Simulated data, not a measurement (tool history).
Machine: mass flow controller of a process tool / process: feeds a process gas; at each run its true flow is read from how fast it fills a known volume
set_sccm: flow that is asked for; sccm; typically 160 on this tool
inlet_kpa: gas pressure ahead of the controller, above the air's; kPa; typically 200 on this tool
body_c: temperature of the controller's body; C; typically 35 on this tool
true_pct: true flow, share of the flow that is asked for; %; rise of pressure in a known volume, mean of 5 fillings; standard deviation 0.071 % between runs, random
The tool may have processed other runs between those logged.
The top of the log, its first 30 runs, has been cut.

| run | hour | set_sccm | inlet_kpa | body_c | true_pct |
|---|---|---|---|---|---|
| 31 | 5483.6 | 106 | 234 | 35 | 99.70 |
| 32 | 5650.1 | 51 | 215 | 38 | 98.59 |
| 33 | 5871.7 | 160 | 187 | 35 | 100.43 |
| 34 | 6099.3 | 20 | 200 | 35 | 94.37 |
| 35 | 6336.2 | 161 | 210 | 25 | 99.51 |
| 36 | 6437.6 | 161 | 210 | 25 | 99.43 |
| 37 | 6630.5 | 65 | 276 | 29 | 97.89 |
| 38 | 6755.4 | 65 | 276 | 29 | 97.83 |
| 39 | 6943.5 | 65 | 276 | 29 | 97.80 |
| 40 | 7173.9 | 65 | 204 | 34 | 98.07 |
| 41 | 7406.7 | 65 | 245 | 27 | 97.36 |
| 42 | 7591.8 | 40 | 253 | 23 | 95.00 |
| 43 | 7694.6 | 100 | 141 | 28 | 98.08 |

4 ways to go on from here, each from the tool as it stands after run 43. What would each give?
| A | 7903.6 | 56 | 193 | 24 | ? |
| B | 7903.6 | 32 | 253 | 28 | ? |
| C | 7903.6 | 156 | 141 | 28 | ? |
| D | 7903.6 | 160 | 200 | 34 | ? |

| run | true_pct |
|---|---|
| A | 95.98 |
| B | 94.11 |
| C | 99.43 |
| D | 100.29 |
Without the tool's unlogged condition, the same runs would have read:
| run | true_pct |
|---|---|
| A | 98.37 |
| B | 98.83 |
| C | 99.83 |
| D | 100.66 |
